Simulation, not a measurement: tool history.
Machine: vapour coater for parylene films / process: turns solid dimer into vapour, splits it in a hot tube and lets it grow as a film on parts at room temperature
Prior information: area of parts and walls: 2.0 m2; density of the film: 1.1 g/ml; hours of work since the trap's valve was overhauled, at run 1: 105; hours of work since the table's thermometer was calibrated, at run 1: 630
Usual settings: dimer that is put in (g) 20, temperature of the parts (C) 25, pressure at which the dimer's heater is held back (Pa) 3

run	hour	dimer that is put in (g)	temperature of the parts (C)	pressure at which the dimer's heater is held back (Pa)	hours of work since the trap's valve was overhauled	hours of work since the table's thermometer was calibrated	thickness of the film (nm)
1	0	20	25	3	105	630	4880
2	38.9	20	25	3	136	661	4910
3	70.4	20	25	3	160	685	4900
4	97.2	20	25	3	181	706	4770
5	129.6	20	25	3	207	732	4730
6	160.7	20	25	3	231	756	4840
7	194.4	20	25	4.76	257	782	4300
# hour 234.6: trap's valve overhauled
8	237.5	20	25	4.76	2	813	4210
9	269.4	20	25	3	27	838	4600
10	292.1	20	25	3	45	856	4590
11	311.3	20	25	3	60	871	4540
12	332.6	20	25	3	77	887	4470
13	364.6	20	25	9.78	102	912	3620
14	404.9	19	25	9.78	133	944	3460
15	439.2	10	36	3.84	160	971	1570
# hour 470.7: trap's valve overhauled, once more
16	473.1	10	36	3.84	2	994	1770
17	489.9	10	36	5.03	15	1007	1680
18	512	10	19	6.29	32	1024	2570
19	543	10	19	6.29	57	1049	2550
20	581.7	32	26	7.69	87	1079	6450
21	614.3	32	30	6.47	112	1104	5880
22	638	32	30	6.47	131	1123	5950
23	666.5	10	19	6.47	153	1145	2500
24	687.1	10	19	6.47	169	1161	2490
25	716.3	18	31	3.52	192	1184	3520
26	751.1	20	25	7.66	219	1211	3990

3 ways to go on from here, each from the tool as it stands after run 26. What would each give?
A	786.2	8	25	9.61	247	1239	?
B	786.2	20	25	4.18	247	1239	?
C	786.2	20	25	4.47	247	1239	?

run	thickness of the film (nm)
A	1580
B	4460
C	4380
Had the tool no hidden state, the same runs would have come out as:
run	thickness of the film (nm)
A	1650
B	4690
C	4610
